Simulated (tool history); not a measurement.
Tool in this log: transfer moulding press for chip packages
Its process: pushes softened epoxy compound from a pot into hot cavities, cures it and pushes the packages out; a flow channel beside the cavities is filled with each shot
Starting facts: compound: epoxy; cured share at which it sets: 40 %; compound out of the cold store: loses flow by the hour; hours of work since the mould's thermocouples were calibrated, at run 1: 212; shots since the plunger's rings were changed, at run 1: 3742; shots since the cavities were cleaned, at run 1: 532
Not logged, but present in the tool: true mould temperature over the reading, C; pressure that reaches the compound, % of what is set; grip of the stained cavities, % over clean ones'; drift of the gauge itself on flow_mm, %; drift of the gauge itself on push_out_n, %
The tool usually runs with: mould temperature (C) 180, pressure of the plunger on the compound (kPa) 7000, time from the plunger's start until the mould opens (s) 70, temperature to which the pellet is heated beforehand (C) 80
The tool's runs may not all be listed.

run,hour,mould temperature (C),pressure of the plunger on the compound (kPa),time from the plunger's start until the mould opens (s),temperature to which the pellet is heated beforehand (C),hours of work since the mould's thermocouples were calibrated,shots since the plunger's rings were changed,shots since the cavities were cleaned,incoming compound's hours out of the cold store,length that the compound runs in the flow channel (mm),greatest force on the pins that push the packages out (N)
1,0,180,7000,70,80,212,3742,532,11.8,928,451
# hour 20.7: cavities cleaned with cleaning compound and waxed
# hour 38.1: plunger's sealing rings changed
2,45.5,180,7000,70,80,243,132,397,31.2,897,400
# hour 74.3: cavities cleaned with cleaning compound and waxed
3,93.6,180,7000,70,80,278,962,344,26.2,910,393
# hour 124.2: cavities cleaned with cleaning compound and waxed
4,144,180,7000,70,80,315,1832,351,10.3,959,413
# hour 175.1: cavities cleaned with cleaning compound and waxed
5,175.1,180,7000,70,80,337,2360,0,33.5,866,251
6,213.8,180,7000,64,80,366,3050,690,29.3,875,560
# hour 227.3: cavities cleaned with cleaning compound and waxed
7,261.3,180,7000,64,80,401,3869,605,12.9,912,543
# hour 277.4: cavities cleaned with cleaning compound and waxed
# hour 289.7: plunger's sealing rings changed
8,291.6,180,7000,64,80,420,34,208,20.8,930,387
# hour 332.3: cavities cleaned with cleaning compound and waxed
# hour 337.6: mould's thermocouples calibrated
9,341.1,180,7000,70,80,3,853,121,16.5,942,322

Run 10, settings as shown, results not yet in. Your forecast:
10,373.9,180,6790,50,76,27,1436,704,47.7,?,?

{"run 10": {"length that the compound runs in the flow channel (mm)": 819, "greatest force on the pins that push the packages out (N)": 867}}
The same run, on a tool lacking any hidden state, would have yielded length that the compound runs in the flow channel (mm) 833, greatest force on the pins that push the packages out (N) 495.

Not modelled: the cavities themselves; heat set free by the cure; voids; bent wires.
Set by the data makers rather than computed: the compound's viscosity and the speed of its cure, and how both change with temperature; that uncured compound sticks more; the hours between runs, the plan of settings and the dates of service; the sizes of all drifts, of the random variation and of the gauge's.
